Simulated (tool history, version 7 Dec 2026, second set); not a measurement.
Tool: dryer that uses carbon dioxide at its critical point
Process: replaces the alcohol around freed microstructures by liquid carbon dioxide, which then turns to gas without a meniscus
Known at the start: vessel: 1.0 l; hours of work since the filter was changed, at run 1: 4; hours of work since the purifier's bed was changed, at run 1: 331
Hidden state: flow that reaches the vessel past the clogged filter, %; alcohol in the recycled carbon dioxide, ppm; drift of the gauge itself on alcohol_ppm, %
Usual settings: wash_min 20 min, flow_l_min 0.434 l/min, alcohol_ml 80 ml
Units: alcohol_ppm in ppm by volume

run,hour,wash_min,flow_l_min,alcohol_ml,hours of work since the filter was changed,hours of work since the purifier's bed was changed,alcohol_ppm
1,0,20,0.434,80,4,331,58
2,10.1,20,0.434,80,10,337,58
3,25.1,20,0.434,80,20,347,61
4,35.8,20,0.434,80,27,354,62
5,50.2,26,0.434,80,36,363,34
6,59,20,0.434,80,42,369,70
7,75.1,20,0.434,80,52,379,76
8,84.2,20,0.434,80,58,385,65
9,96.4,20,0.678,80,66,393,16
10,109.1,20,0.434,80,74,401,84
11,120.8,20,0.358,80,82,409,246
12,133.5,16,0.434,80,90,417,259
13,151.3,20,0.434,80,101,428,82
14,159,20,0.434,80,106,433,82
15,175.1,20,0.556,80,117,444,35
16,187.9,20,0.408,80,125,452,138
17,201.1,20,0.408,80,134,460,136
18,216.7,20,0.408,80,144,471,143
19,228.8,20,0.408,80,151,478,147
20,244,22,0.434,80,161,488,70
21,261.8,20,0.434,80,173,500,110
22,279.3,20,0.434,80,184,511,122
23,290.2,20,0.323,80,191,518,597
24,304.7,20,0.323,80,201,527,629
25,319.9,20,0.323,80,210,537,658
26,329.6,14,0.323,47,217,544,1675
27,341.6,12,0.342,80,224,551,3740
28,350.5,20,0.434,28,230,557,65
29,367.5,22,0.434,32,241,568,56
# hour 386.1: inlet filter changed
30,386.1,22,0.434,32,0,579,44
31,403.8,15,0.463,56,11,591,153
32,420.7,20,0.557,41,22,602,39
33,433.1,20,0.284,97,30,610,791
34,442,26,0.434,23,36,615,27
35,456.8,26,0.434,23,46,625,36
36,465.6,20,0.577,80,51,631,47
37,479.2,12,0.697,115,60,639,105
38,495.3,12,0.697,115,71,650,103
39,507.6,12,0.64,115,78,658,162
40,524.8,17,0.321,64,90,669,766
41,540.8,24,0.443,26,100,679,43
42,558,24,0.443,26,111,690,43
43,574,17,0.447,80,121,701,194
44,587.6,15,0.524,55,130,709,112
45,599.3,24,0.575,80,138,717,39
46,614.1,24,0.286,80,147,727,407
47,624.1,24,0.286,80,154,733,415
48,637.1,14,0.433,112,162,741,923

Some steps in alcohol_ppm between neighbouring runs. How much of each would the tool show without its hidden state too (settings, what came in, random variation), and how much is left for the hidden state, with any gauge scatter that isn't in both results?
Run 25 -> 26: wash_min 20 -> 14, alcohol_ml 80 -> 47. alcohol_ppm +1017 ppm by volume: hidden state +393, all else +624.
Run 26 -> 27: wash_min 14 -> 12, flow_l_min 0.323 -> 0.342, alcohol_ml 47 -> 80. alcohol_ppm +2065 ppm by volume: hidden state +868, all else +1197.
Run 27 -> 28: wash_min 12 -> 20, flow_l_min 0.342 -> 0.434, alcohol_ml 80 -> 28. alcohol_ppm -3675 ppm by volume: hidden state -1589, all else -2086.
